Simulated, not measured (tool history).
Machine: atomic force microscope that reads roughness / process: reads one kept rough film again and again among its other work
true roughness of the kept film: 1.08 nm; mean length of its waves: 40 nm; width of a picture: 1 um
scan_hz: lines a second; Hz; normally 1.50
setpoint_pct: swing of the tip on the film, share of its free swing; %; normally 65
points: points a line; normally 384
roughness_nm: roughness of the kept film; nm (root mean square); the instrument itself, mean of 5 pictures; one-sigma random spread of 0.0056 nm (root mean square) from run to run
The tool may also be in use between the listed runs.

run 1 day=0.000 | scan_hz=1.50 setpoint_pct=65 points=384 | roughness_nm=0.980
run 2 day=1.496 | scan_hz=0.94 setpoint_pct=65 points=384 | roughness_nm=1.007
run 3 day=3.771 | scan_hz=1.50 setpoint_pct=65 points=925 | roughness_nm=0.991
run 4 day=4.783 | scan_hz=1.50 setpoint_pct=65 points=384 | roughness_nm=0.985
run 5 day=6.467 | scan_hz=1.50 setpoint_pct=65 points=384 | roughness_nm=0.982
run 6 day=7.633 | scan_hz=1.50 setpoint_pct=65 points=320 | roughness_nm=0.984
run 7 day=9.962 | scan_hz=0.67 setpoint_pct=65 points=320 | roughness_nm=1.011
run 8 day=12.125 | scan_hz=0.67 setpoint_pct=65 points=320 | roughness_nm=1.012
run 9 day=14.183 | scan_hz=0.67 setpoint_pct=65 points=320 | roughness_nm=1.024
run 10 day=16.104 | scan_hz=0.67 setpoint_pct=65 points=320 | roughness_nm=1.009
run 11 day=17.383 | scan_hz=0.67 setpoint_pct=65 points=968 | roughness_nm=1.031
run 12 day=19.238 | scan_hz=2.80 setpoint_pct=65 points=384 | roughness_nm=0.937
run 13 day=20.900 | scan_hz=1.50 setpoint_pct=65 points=609 | roughness_nm=0.988
run 14 day=21.854 | scan_hz=1.50 setpoint_pct=65 points=609 | roughness_nm=0.986
run 15 day=23.958 | scan_hz=1.50 setpoint_pct=65 points=609 | roughness_nm=0.996
run 16 day=25.288 | scan_hz=1.50 setpoint_pct=65 points=609 | roughness_nm=0.985
run 17 day=26.642 | scan_hz=1.50 setpoint_pct=65 points=609 | roughness_nm=0.995
run 18 day=27.921 | scan_hz=1.50 setpoint_pct=65 points=609 | roughness_nm=0.983
run 19 day=30.058 | scan_hz=3.64 setpoint_pct=65 points=384 | roughness_nm=0.909
run 20 day=31.246 | scan_hz=3.64 setpoint_pct=65 points=384 | roughness_nm=0.906
run 21 day=33.179 | scan_hz=3.64 setpoint_pct=65 points=384 | roughness_nm=0.904
run 22 day=34.792 | scan_hz=3.64 setpoint_pct=65 points=384 | roughness_nm=0.905
run 23 day=36.171 | scan_hz=0.87 setpoint_pct=65 points=384 | roughness_nm=1.016
run 24 day=37.175 | scan_hz=0.87 setpoint_pct=65 points=384 | roughness_nm=1.011
run 25 day=38.208 | scan_hz=0.87 setpoint_pct=65 points=384 | roughness_nm=1.008
run 26 day=39.504 | scan_hz=0.87 setpoint_pct=65 points=384 | roughness_nm=1.011
run 27 day=41.717 | scan_hz=0.87 setpoint_pct=65 points=384 | roughness_nm=1.002
run 28 day=43.854 | scan_hz=1.50 setpoint_pct=65 points=993 | roughness_nm=0.988
run 29 day=44.858 | scan_hz=1.01 setpoint_pct=65 points=682 | roughness_nm=1.006
run 30 day=45.967 | scan_hz=1.01 setpoint_pct=65 points=682 | roughness_nm=1.002
run 31 day=47.083 | scan_hz=1.01 setpoint_pct=65 points=682 | roughness_nm=0.991
run 32 day=48.033 | scan_hz=1.01 setpoint_pct=83 points=310 | roughness_nm=0.939
run 33 day=49.375 | scan_hz=1.01 setpoint_pct=83 points=310 | roughness_nm=0.948
run 34 day=50.900 | scan_hz=1.01 setpoint_pct=83 points=310 | roughness_nm=0.934
run 35 day=53.088 | scan_hz=0.82 setpoint_pct=57 points=747 | roughness_nm=1.032
run 36 day=54.958 | scan_hz=0.82 setpoint_pct=57 points=747 | roughness_nm=1.027
run 37 day=57.283 | scan_hz=1.50 setpoint_pct=82 points=963 | roughness_nm=0.904
run 38 day=59.188 | scan_hz=0.54 setpoint_pct=82 points=323 | roughness_nm=0.982
run 39 day=61.279 | scan_hz=1.50 setpoint_pct=57 points=384 | roughness_nm=1.006
run 40 day=63.525 | scan_hz=0.81 setpoint_pct=65 points=384 | roughness_nm=1.005
run 41 day=65.412 | scan_hz=2.11 setpoint_pct=80 points=708 | roughness_nm=0.872
run 42 day=67.683 | scan_hz=3.31 setpoint_pct=65 points=484 | roughness_nm=0.912
run 43 day=69.621 | scan_hz=1.24 setpoint_pct=58 points=365 | roughness_nm=1.010
run 44 day=71.012 | scan_hz=1.50 setpoint_pct=78 points=623 | roughness_nm=0.918
run 45 day=71.971 | scan_hz=2.74 setpoint_pct=65 points=384 | roughness_nm=0.936
run 46 day=73.417 | scan_hz=0.78 setpoint_pct=57 points=972 | roughness_nm=1.017
run 47 day=74.492 | scan_hz=0.78 setpoint_pct=57 points=972 | roughness_nm=1.036
run 48 day=76.421 | scan_hz=0.86 setpoint_pct=67 points=395 | roughness_nm=1.004
run 49 day=77.762 | scan_hz=0.86 setpoint_pct=67 points=395 | roughness_nm=1.001
run 50 day=79.596 | scan_hz=0.86 setpoint_pct=67 points=395 | roughness_nm=0.991
run 51 day=81.521 | scan_hz=0.67 setpoint_pct=65 points=384 | roughness_nm=1.016
run 52 day=83.675 | scan_hz=2.00 setpoint_pct=58 points=674 | roughness_nm=0.986

The log once held 14 entries between its listed runs, left out of this copy. Where does each go, and what is different about the tool's unlogged condition between the listed run before it and the listed run after it?
Logged between run 3 and run 4: new tip fitted (day 3.904)
  radius of the tip, nm: 11.7 -> 10.3
Logged between run 7 and run 8: new tip fitted (day 10.317)
  radius of the tip, nm: 11.7 -> 10.5
Logged between run 10 and run 11: new tip fitted (day 16.696)
  radius of the tip, nm: 11.6 -> 10.2
Logged between run 14 and run 15: new tip fitted (day 23.038)
  radius of the tip, nm: 11.5 -> 10.3
Logged between run 18 and run 19: new tip fitted (day 29.412)
  radius of the tip, nm: 11.3 -> 10.2
Logged between run 22 and run 23: new tip fitted (day 35.767)
  radius of the tip, nm: 11.6 -> 10.2; height scale over the true one, %: 0.06 -> 0.07
Logged between run 27 and run 28: new tip fitted (day 42.100)
  radius of the tip, nm: 11.8 -> 10.6
Logged between run 28 and run 29: height scale calibrated on a step standard (day 44.596)
  radius of the tip, nm: 10.6 -> 10.9; height scale over the true one, %: 0.07 -> -0.01
Logged between run 32 and run 33: new tip fitted (day 48.575)
  radius of the tip, nm: 11.8 -> 10.3
Logged between run 35 and run 36: new tip fitted (day 54.958)
  radius of the tip, nm: 11.3 -> 10
Logged between run 38 and run 39: new tip fitted (day 61.275)
  radius of the tip, nm: 11.2 -> 10
Logged between run 41 and run 42: new tip fitted (day 67.683)
  radius of the tip, nm: 11.2 -> 10
Logged between run 46 and run 47: new tip fitted (day 74.125)
  radius of the tip, nm: 11.7 -> 10.1
Logged between run 50 and run 51: new tip fitted (day 80.442)
  radius of the tip, nm: 11.6 -> 10.4

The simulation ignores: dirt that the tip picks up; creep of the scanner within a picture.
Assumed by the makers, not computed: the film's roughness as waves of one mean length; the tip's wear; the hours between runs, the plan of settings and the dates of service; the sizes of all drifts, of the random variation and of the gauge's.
